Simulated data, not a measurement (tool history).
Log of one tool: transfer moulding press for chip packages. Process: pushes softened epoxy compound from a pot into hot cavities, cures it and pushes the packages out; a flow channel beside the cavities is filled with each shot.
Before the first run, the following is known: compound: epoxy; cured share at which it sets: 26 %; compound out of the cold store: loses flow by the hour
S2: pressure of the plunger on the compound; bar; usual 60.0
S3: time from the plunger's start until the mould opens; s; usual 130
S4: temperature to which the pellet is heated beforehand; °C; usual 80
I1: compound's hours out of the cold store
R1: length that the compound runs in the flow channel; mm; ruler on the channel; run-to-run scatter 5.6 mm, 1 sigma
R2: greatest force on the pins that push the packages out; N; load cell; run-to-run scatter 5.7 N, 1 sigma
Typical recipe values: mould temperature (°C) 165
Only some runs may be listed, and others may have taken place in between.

{"run": 1, "hour": 0.0, "mould temperature (°C)": 165, "S2": 60.0, "S3": 130, "S4": 80, "I1": 17.8, "R1": 795, "R2": 224}
{"run": 2, "hour": 16.7, "mould temperature (°C)": 165, "S2": 60.0, "S3": 130, "S4": 80, "I1": 18.7, "R1": 798, "R2": 211}
{"run": 3, "hour": 24.7, "mould temperature (°C)": 165, "S2": 60.0, "S3": 130, "S4": 74, "I1": 36.8, "R1": 710, "R2": 209}
{"hour": 33.5, "done": "cavities cleaned with cleaning compound and waxed"}
{"run": 4, "hour": 37.9, "mould temperature (°C)": 165, "S2": 60.0, "S3": 130, "S4": 74, "I1": 17.6, "R1": 795, "R2": 215}
{"run": 5, "hour": 49.0, "mould temperature (°C)": 165, "S2": 60.0, "S3": 130, "S4": 74, "I1": 9.4, "R1": 834, "R2": 206}
{"run": 6, "hour": 56.3, "mould temperature (°C)": 165, "S2": 60.0, "S3": 130, "S4": 80, "I1": 36.7, "R1": 708, "R2": 193}
{"run": 7, "hour": 71.8, "mould temperature (°C)": 165, "S2": 60.0, "S3": 130, "S4": 80, "I1": 39.6, "R1": 708, "R2": 198}
{"run": 8, "hour": 81.1, "mould temperature (°C)": 165, "S2": 60.0, "S3": 130, "S4": 80, "I1": 46.2, "R1": 686, "R2": 206}
{"run": 9, "hour": 90.6, "mould temperature (°C)": 165, "S2": 60.0, "S3": 130, "S4": 80, "I1": 34.9, "R1": 713, "R2": 200}
{"run": 10, "hour": 98.6, "mould temperature (°C)": 165, "S2": 60.0, "S3": 130, "S4": 80, "I1": 40.2, "R1": 702, "R2": 202}
{"run": 11, "hour": 112.8, "mould temperature (°C)": 165, "S2": 60.0, "S3": 157, "S4": 80, "I1": 9.3, "R1": 836, "R2": 197}
{"run": 12, "hour": 123.5, "mould temperature (°C)": 165, "S2": 60.0, "S3": 157, "S4": 80, "I1": 27.2, "R1": 742, "R2": 185}
{"hour": 126.5, "done": "cavities cleaned with cleaning compound and waxed"}
{"run": 13, "hour": 133.0, "mould temperature (°C)": 165, "S2": 60.0, "S3": 157, "S4": 80, "I1": 24.0, "R1": 763, "R2": 193}
{"run": 14, "hour": 143.5, "mould temperature (°C)": 165, "S2": 60.0, "S3": 131, "S4": 80, "I1": 23.5, "R1": 766, "R2": 208}
{"run": 15, "hour": 157.1, "mould temperature (°C)": 165, "S2": 55.5, "S3": 130, "S4": 82, "I1": 15.7, "R1": 760, "R2": 209}
{"run": 16, "hour": 173.8, "mould temperature (°C)": 165, "S2": 55.5, "S3": 130, "S4": 82, "I1": 30.4, "R1": 722, "R2": 204}
{"run": 17, "hour": 185.0, "mould temperature (°C)": 163, "S2": 61.3, "S3": 130, "S4": 88, "I1": 25.5, "R1": 780, "R2": 216}
{"run": 18, "hour": 194.4, "mould temperature (°C)": 163, "S2": 61.3, "S3": 130, "S4": 88, "I1": 38.6, "R1": 722, "R2": 221}
{"run": 19, "hour": 207.8, "mould temperature (°C)": 163, "S2": 61.3, "S3": 130, "S4": 88, "I1": 13.1, "R1": 834, "R2": 221}
{"run": 20, "hour": 216.0, "mould temperature (°C)": 163, "S2": 61.3, "S3": 122, "S4": 70, "I1": 26.3, "R1": 780, "R2": 234}
{"hour": 219.8, "done": "cavities cleaned with cleaning compound and waxed"}
{"run": 21, "hour": 232.6, "mould temperature (°C)": 169, "S2": 55.1, "S3": 147, "S4": 80, "I1": 23.1, "R1": 722, "R2": 182}
{"run": 22, "hour": 243.2, "mould temperature (°C)": 166, "S2": 60.0, "S3": 130, "S4": 80, "I1": 24.6, "R1": 754, "R2": 197}
{"run": 23, "hour": 260.2, "mould temperature (°C)": 166, "S2": 47.8, "S3": 145, "S4": 80, "I1": 44.3, "R1": 601, "R2": 189}

Run 24, settings as shown, results not yet in. Your forecast:
{"run": 24, "hour": 275.5, "mould temperature (°C)": 157, "S2": 47.8, "S3": 145, "S4": 90, "I1": 47.4, "R1": "?", "R2": "?"}

R1: 621 mm
R2: 256 N
Minus the tool's unlogged condition, the same run would have read R1 622 mm, R2 253 N.

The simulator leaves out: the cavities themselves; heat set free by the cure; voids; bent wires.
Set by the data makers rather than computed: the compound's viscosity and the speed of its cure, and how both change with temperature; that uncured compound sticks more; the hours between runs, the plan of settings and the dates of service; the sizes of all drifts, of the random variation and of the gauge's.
